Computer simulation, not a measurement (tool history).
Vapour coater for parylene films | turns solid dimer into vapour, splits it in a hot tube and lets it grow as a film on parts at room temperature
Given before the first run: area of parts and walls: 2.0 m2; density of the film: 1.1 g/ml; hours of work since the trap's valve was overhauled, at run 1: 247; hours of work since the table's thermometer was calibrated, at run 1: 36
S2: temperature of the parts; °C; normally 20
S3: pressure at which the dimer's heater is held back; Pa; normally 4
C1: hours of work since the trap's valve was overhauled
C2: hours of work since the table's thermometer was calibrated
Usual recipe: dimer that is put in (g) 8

{"run": 1, "hour": 0.0, "dimer that is put in (g)": 8, "S2": 20, "S3": 4, "C1": 247, "C2": 36, "thickness of the film (µm)": 2.15}
{"run": 2, "hour": 38.3, "dimer that is put in (g)": 8, "S2": 20, "S3": 4, "C1": 281, "C2": 69, "thickness of the film (µm)": 2.15}
{"run": 3, "hour": 66.8, "dimer that is put in (g)": 8, "S2": 20, "S3": 4, "C1": 305, "C2": 94, "thickness of the film (µm)": 2.17}
{"hour": 91.1, "done": "trap's valve overhauled"}
{"run": 4, "hour": 101.1, "dimer that is put in (g)": 8, "S2": 21, "S3": 4, "C1": 9, "C2": 120, "thickness of the film (µm)": 2.14}
{"run": 5, "hour": 139.6, "dimer that is put in (g)": 8, "S2": 21, "S3": 4, "C1": 42, "C2": 154, "thickness of the film (µm)": 2.13}
{"run": 6, "hour": 182.0, "dimer that is put in (g)": 8, "S2": 13, "S3": 4, "C1": 79, "C2": 190, "thickness of the film (µm)": 2.4}
{"run": 7, "hour": 217.1, "dimer that is put in (g)": 8, "S2": 13, "S3": 4, "C1": 109, "C2": 221, "thickness of the film (µm)": 2.42}
{"run": 8, "hour": 235.9, "dimer that is put in (g)": 8, "S2": 13, "S3": 4, "C1": 126, "C2": 237, "thickness of the film (µm)": 2.43}
{"run": 9, "hour": 256.6, "dimer that is put in (g)": 8, "S2": 20, "S3": 4, "C1": 144, "C2": 255, "thickness of the film (µm)": 2.18}
{"run": 10, "hour": 299.2, "dimer that is put in (g)": 8, "S2": 20, "S3": 4, "C1": 181, "C2": 292, "thickness of the film (µm)": 2.17}
{"run": 11, "hour": 325.8, "dimer that is put in (g)": 5, "S2": 12, "S3": 4, "C1": 204, "C2": 315, "thickness of the film (µm)": 1.54}
{"run": 12, "hour": 357.9, "dimer that is put in (g)": 12, "S2": 20, "S3": 6.4, "C1": 232, "C2": 343, "thickness of the film (µm)": 2.92}
{"run": 13, "hour": 396.3, "dimer that is put in (g)": 12, "S2": 24, "S3": 6.4, "C1": 265, "C2": 376, "thickness of the film (µm)": 2.72}
{"run": 14, "hour": 435.8, "dimer that is put in (g)": 12, "S2": 24, "S3": 6.4, "C1": 299, "C2": 411, "thickness of the film (µm)": 2.71}
{"run": 15, "hour": 456.5, "dimer that is put in (g)": 12, "S2": 15, "S3": 6.4, "C1": 317, "C2": 429, "thickness of the film (µm)": 3.13}
{"hour": 467.1, "done": "trap's valve overhauled"}
{"run": 16, "hour": 496.3, "dimer that is put in (g)": 8, "S2": 20, "S3": 4, "C1": 25, "C2": 460, "thickness of the film (µm)": 2.18}
{"run": 17, "hour": 520.8, "dimer that is put in (g)": 8, "S2": 19, "S3": 2.85, "C1": 47, "C2": 481, "thickness of the film (µm)": 2.41}
{"run": 18, "hour": 544.8, "dimer that is put in (g)": 8, "S2": 19, "S3": 2.85, "C1": 67, "C2": 502, "thickness of the film (µm)": 2.39}
{"run": 19, "hour": 569.9, "dimer that is put in (g)": 8, "S2": 19, "S3": 2.85, "C1": 89, "C2": 524, "thickness of the film (µm)": 2.42}
{"run": 20, "hour": 604.9, "dimer that is put in (g)": 8, "S2": 19, "S3": 2.85, "C1": 120, "C2": 554, "thickness of the film (µm)": 2.44}

The logged runs with the hidden state left out (each run's random variation unchanged):
Hidden conditions of the tool in this case: vapour lost through the trap's worn valve, %; true temperature of the parts over the reading, C; drift of the gauge itself on film_um, %.
run=1 thickness_of_the_film_(µm)=2.16
run=2 thickness_of_the_film_(µm)=2.15
run=3 thickness_of_the_film_(µm)=2.17
run=4 thickness_of_the_film_(µm)=2.13
run=5 thickness_of_the_film_(µm)=2.12
run=6 thickness_of_the_film_(µm)=2.39
run=7 thickness_of_the_film_(µm)=2.41
run=8 thickness_of_the_film_(µm)=2.42
run=9 thickness_of_the_film_(µm)=2.16
run=10 thickness_of_the_film_(µm)=2.16
run=11 thickness_of_the_film_(µm)=1.53
run=12 thickness_of_the_film_(µm)=2.9
run=13 thickness_of_the_film_(µm)=2.7
run=14 thickness_of_the_film_(µm)=2.69
run=15 thickness_of_the_film_(µm)=3.1
run=16 thickness_of_the_film_(µm)=2.16
run=17 thickness_of_the_film_(µm)=2.38
run=18 thickness_of_the_film_(µm)=2.36
run=19 thickness_of_the_film_(µm)=2.39
run=20 thickness_of_the_film_(µm)=2.4
